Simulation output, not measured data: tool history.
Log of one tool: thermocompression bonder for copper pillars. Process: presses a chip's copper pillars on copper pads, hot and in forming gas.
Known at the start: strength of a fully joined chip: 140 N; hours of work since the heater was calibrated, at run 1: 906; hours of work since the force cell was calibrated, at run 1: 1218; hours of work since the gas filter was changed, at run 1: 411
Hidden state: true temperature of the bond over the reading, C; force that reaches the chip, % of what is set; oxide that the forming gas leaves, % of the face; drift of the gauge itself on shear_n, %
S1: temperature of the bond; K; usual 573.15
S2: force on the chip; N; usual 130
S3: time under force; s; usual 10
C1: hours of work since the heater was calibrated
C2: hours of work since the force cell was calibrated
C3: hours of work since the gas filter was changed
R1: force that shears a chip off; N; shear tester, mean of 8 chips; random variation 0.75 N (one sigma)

run	hour	S1	S2	S3	C1	C2	C3	R1
1	0.0	573.15	130	10	906	1218	411	56.3
# hour 5.8: forming gas filter changed
2	81.9	573.15	130	10	964	1276	54	56.0
3	119.3	573.15	130	10	991	1303	81	56.0
4	157.2	573.15	130	10	1018	1330	108	57.0
# hour 214.7: heater calibrated with a thermocouple chip
5	215.3	557.15	130	10	0	1371	149	47.4
6	290.1	557.15	137	10	54	1424	202	49.4
7	373.3	557.15	137	10	114	1484	262	49.7
8	432.4	557.15	137	10	156	1526	304	49.7
9	485.7	557.15	137	10	194	1564	342	50.2
10	532.8	573.15	130	10	228	1598	376	55.5
# hour 584.3: forming gas filter changed
11	608.8	573.15	130	10	282	1652	18	56.4
12	689.1	584.15	130	10	339	1709	75	62.0
13	768.1	547.15	130	10	396	1766	132	42.3
14	838.6	573.15	130	10	446	1816	182	55.6
15	927.3	546.15	130	10	510	1880	246	41.1
# hour 965.4: force cell calibrated
16	967.6	573.15	130	10	537	2	273	57.1
17	1024.1	573.15	130	10	578	42	314	55.9
18	1090.4	573.15	130	10	625	89	361	54.9
19	1144.3	573.15	130	10	664	128	400	56.5
# hour 1165.6: forming gas filter changed
20	1185.7	573.15	130	10	693	157	14	55.5
21	1244.1	573.15	130	10	735	199	56	55.8
22	1330.4	570.15	184	13	797	261	118	76.4
23	1414.1	562.15	184	13	857	321	178	71.4
24	1503.9	562.15	133	6	921	385	242	42.2
25	1586.4	562.15	133	6	980	444	301	41.6
26	1638.1	573.15	148	7	1017	481	338	55.1
# hour 1699.9: heater calibrated with a thermocouple chip
27	1703.9	602.15	135	14	3	527	384	82.7
# hour 1744.6: forming gas filter changed
28	1744.6	573.15	158	8	32	556	0	60.7
29	1822.8	573.15	158	8	88	612	56	60.7
30	1900.3	551.15	130	26	143	667	111	63.1
31	1964.8	573.15	121	26	189	713	158	75.1
32	2051.7	573.15	121	26	251	775	220	76.1
33	2135.6	573.15	121	26	311	835	280	75.3
34	2182.0	573.15	121	26	345	869	313	74.6
35	2270.1	583.15	121	15	408	932	376	67.2
# hour 2327.2: forming gas filter changed
36	2347.7	550.15	86	15	463	987	15	36.4
37	2393.9	550.15	86	15	496	1020	48	37.3
38	2450.0	550.15	86	15	536	1060	88	36.6
39	2539.2	596.15	130	7	600	1124	152	61.9

4 ways to go on from here, each from the tool as it stands after run 39. What would each give?
A	2614.6	548.15	152	23	654	1178	206	?
B	2614.6	573.15	181	28	654	1178	206	?
C	2614.6	596.15	107	23	654	1178	206	?
D	2614.6	543.15	147	10	654	1178	206	?

run	R1
A	66.6
B	97.3
C	78.9
D	43.8
Without the tool's hidden state the same runs would have given:
run	R1
A	66.9
B	97.6
C	79.2
D	44.0

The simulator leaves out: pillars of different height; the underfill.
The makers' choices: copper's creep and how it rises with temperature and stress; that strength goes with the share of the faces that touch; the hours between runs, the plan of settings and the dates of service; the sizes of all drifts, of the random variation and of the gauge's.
